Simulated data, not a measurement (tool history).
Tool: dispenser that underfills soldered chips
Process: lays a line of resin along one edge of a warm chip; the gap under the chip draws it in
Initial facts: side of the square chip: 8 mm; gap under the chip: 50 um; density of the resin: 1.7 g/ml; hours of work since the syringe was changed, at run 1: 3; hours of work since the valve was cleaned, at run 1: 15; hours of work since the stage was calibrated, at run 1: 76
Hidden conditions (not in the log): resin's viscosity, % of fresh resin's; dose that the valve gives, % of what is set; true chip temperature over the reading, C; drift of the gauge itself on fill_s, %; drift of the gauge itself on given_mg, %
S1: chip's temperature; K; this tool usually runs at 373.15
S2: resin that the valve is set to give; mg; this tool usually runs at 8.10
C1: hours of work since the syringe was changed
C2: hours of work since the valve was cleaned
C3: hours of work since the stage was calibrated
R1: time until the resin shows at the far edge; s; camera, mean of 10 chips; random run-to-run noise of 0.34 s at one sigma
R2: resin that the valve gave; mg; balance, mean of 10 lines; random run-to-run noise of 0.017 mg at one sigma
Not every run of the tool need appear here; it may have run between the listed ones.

{"run": 1, "hour": 0.0, "S1": 373.15, "S2": 8.1, "C1": 3, "C2": 15, "C3": 76, "R1": 18.9, "R2": 8.05}
{"run": 2, "hour": 3.9, "S1": 371.15, "S2": 8.1, "C1": 6, "C2": 17, "C3": 78, "R1": 24.6, "R2": 8.05}
{"hour": 7.1, "done": "new syringe of resin"}
{"run": 3, "hour": 7.6, "S1": 371.15, "S2": 7.23, "C1": 0, "C2": 19, "C3": 80, "R1": 16.2, "R2": 7.21}
{"run": 4, "hour": 12.8, "S1": 371.15, "S2": 7.23, "C1": 4, "C2": 23, "C3": 83, "R1": 21.0, "R2": 7.18}
{"run": 5, "hour": 17.7, "S1": 373.15, "S2": 8.1, "C1": 7, "C2": 26, "C3": 86, "R1": 24.2, "R2": 8.04}
{"hour": 19.5, "done": "new syringe of resin"}
{"run": 6, "hour": 20.2, "S1": 373.15, "S2": 8.1, "C1": 0, "C2": 27, "C3": 88, "R1": 14.9, "R2": 8.01}
{"run": 7, "hour": 23.1, "S1": 373.15, "S2": 7.98, "C1": 2, "C2": 29, "C3": 90, "R1": 17.3, "R2": 7.87}
{"run": 8, "hour": 28.6, "S1": 373.15, "S2": 7.98, "C1": 6, "C2": 32, "C3": 93, "R1": 23.2, "R2": 7.89}
{"hour": 32.0, "done": "new syringe of resin"}
{"run": 9, "hour": 32.2, "S1": 373.15, "S2": 7.98, "C1": 0, "C2": 34, "C3": 95, "R1": 15.3, "R2": 7.89}
{"run": 10, "hour": 37.4, "S1": 373.15, "S2": 7.98, "C1": 3, "C2": 38, "C3": 98, "R1": 18.9, "R2": 7.88}
{"run": 11, "hour": 42.4, "S1": 369.15, "S2": 8.1, "C1": 7, "C2": 41, "C3": 102, "R1": 27.5, "R2": 7.96}
{"hour": 44.5, "done": "new syringe of resin"}
{"run": 12, "hour": 45.8, "S1": 369.15, "S2": 8.1, "C1": 1, "C2": 43, "C3": 104, "R1": 17.9, "R2": 7.96}
{"run": 13, "hour": 48.9, "S1": 369.15, "S2": 8.46, "C1": 3, "C2": 45, "C3": 106, "R1": 20.1, "R2": 8.32}
{"run": 14, "hour": 51.7, "S1": 373.15, "S2": 9.67, "C1": 5, "C2": 46, "C3": 107, "R1": 20.6, "R2": 9.5}
{"hour": 56.9, "done": "new syringe of resin"}
{"run": 15, "hour": 56.9, "S1": 373.15, "S2": 9.67, "C1": 0, "C2": 49, "C3": 110, "R1": 14.2, "R2": 9.49}
{"run": 16, "hour": 59.5, "S1": 373.15, "S2": 9.67, "C1": 2, "C2": 51, "C3": 112, "R1": 16.7, "R2": 9.46}
{"run": 17, "hour": 62.9, "S1": 373.15, "S2": 9.67, "C1": 4, "C2": 53, "C3": 114, "R1": 19.6, "R2": 9.48}
{"run": 18, "hour": 67.8, "S1": 373.15, "S2": 9.67, "C1": 7, "C2": 56, "C3": 117, "R1": 24.3, "R2": 9.46}
{"hour": 69.2, "done": "new syringe of resin"}
{"run": 19, "hour": 72.5, "S1": 372.15, "S2": 9.83, "C1": 2, "C2": 59, "C3": 120, "R1": 17.3, "R2": 9.61}
{"run": 20, "hour": 76.4, "S1": 381.15, "S2": 10.17, "C1": 4, "C2": 61, "C3": 122, "R1": 16.6, "R2": 9.94}
{"run": 21, "hour": 80.4, "S1": 371.15, "S2": 10.12, "C1": 7, "C2": 64, "C3": 125, "R1": 26.5, "R2": 9.86}
{"hour": 81.5, "done": "new syringe of resin"}
{"run": 22, "hour": 83.7, "S1": 378.15, "S2": 10.0, "C1": 1, "C2": 66, "C3": 127, "R1": 13.5, "R2": 9.74}
{"run": 23, "hour": 88.5, "S1": 361.15, "S2": 7.13, "C1": 4, "C2": 69, "C3": 130, "R1": 30.8, "R2": 6.95}
{"run": 24, "hour": 92.9, "S1": 361.15, "S2": 7.13, "C1": 7, "C2": 72, "C3": 133, "R1": 38.6, "R2": 6.92}
{"hour": 93.8, "done": "new syringe of resin"}
{"run": 25, "hour": 96.5, "S1": 386.15, "S2": 7.61, "C1": 2, "C2": 74, "C3": 135, "R1": 11.5, "R2": 7.37}
{"run": 26, "hour": 98.9, "S1": 386.15, "S2": 7.61, "C1": 3, "C2": 75, "C3": 136, "R1": 12.8, "R2": 7.36}
{"run": 27, "hour": 103.9, "S1": 377.15, "S2": 7.63, "C1": 6, "C2": 78, "C3": 139, "R1": 21.5, "R2": 7.41}
{"hour": 106.2, "done": "new syringe of resin"}
{"run": 28, "hour": 109.3, "S1": 377.15, "S2": 7.63, "C1": 2, "C2": 82, "C3": 142, "R1": 15.4, "R2": 7.39}
{"run": 29, "hour": 112.6, "S1": 358.15, "S2": 9.9, "C1": 4, "C2": 84, "C3": 145, "R1": 32.1, "R2": 9.6}
{"run": 30, "hour": 115.0, "S1": 378.15, "S2": 8.75, "C1": 6, "C2": 85, "C3": 146, "R1": 19.6, "R2": 8.44}
{"hour": 118.6, "done": "new syringe of resin"}
{"run": 31, "hour": 119.0, "S1": 378.15, "S2": 8.75, "C1": 0, "C2": 88, "C3": 148, "R1": 12.6, "R2": 8.44}
{"run": 32, "hour": 123.7, "S1": 378.15, "S2": 8.75, "C1": 3, "C2": 90, "C3": 151, "R1": 16.4, "R2": 8.46}
{"run": 33, "hour": 128.1, "S1": 378.15, "S2": 8.75, "C1": 6, "C2": 93, "C3": 154, "R1": 19.3, "R2": 8.43}
{"hour": 131.2, "done": "new syringe of resin"}
{"run": 34, "hour": 131.3, "S1": 381.15, "S2": 8.1, "C1": 0, "C2": 95, "C3": 156, "R1": 12.2, "R2": 7.78}
{"hour": 135.0, "done": "dispensing valve cleaned and set on the balance"}
{"run": 35, "hour": 136.3, "S1": 359.15, "S2": 7.37, "C1": 3, "C2": 1, "C3": 158, "R1": 28.6, "R2": 7.36}

What if the next run were any one of these 5? Each begins from the tool's condition after run 35:
{"run": "A", "hour": 141.8, "S1": 359.15, "S2": 7.4, "C1": 6, "C2": 4, "C3": 162, "R1": "?", "R2": "?"}
{"run": "B", "hour": 141.8, "S1": 384.15, "S2": 7.37, "C1": 6, "C2": 4, "C3": 162, "R1": "?", "R2": "?"}
{"run": "C", "hour": 141.8, "S1": 359.15, "S2": 8.22, "C1": 6, "C2": 4, "C3": 162, "R1": "?", "R2": "?"}
{"run": "D", "hour": 141.8, "S1": 384.15, "S2": 7.05, "C1": 6, "C2": 4, "C3": 162, "R1": "?", "R2": "?"}
{"run": "E", "hour": 141.8, "S1": 373.15, "S2": 8.0, "C1": 6, "C2": 4, "C3": 162, "R1": "?", "R2": "?"}

run=A R1=36.3 R2=7.37
run=B R1=16.8 R2=7.30
run=C R1=35.6 R2=8.14
run=D R1=17.4 R2=7.02
run=E R1=23.2 R2=7.94
What these runs would have given with no unlogged condition in the tool:
run=A R1=23.4 R2=7.40
run=B R1=10.8 R2=7.33
run=C R1=22.9 R2=8.17
run=D R1=11.3 R2=7.04
run=E R1=15.1 R2=7.97
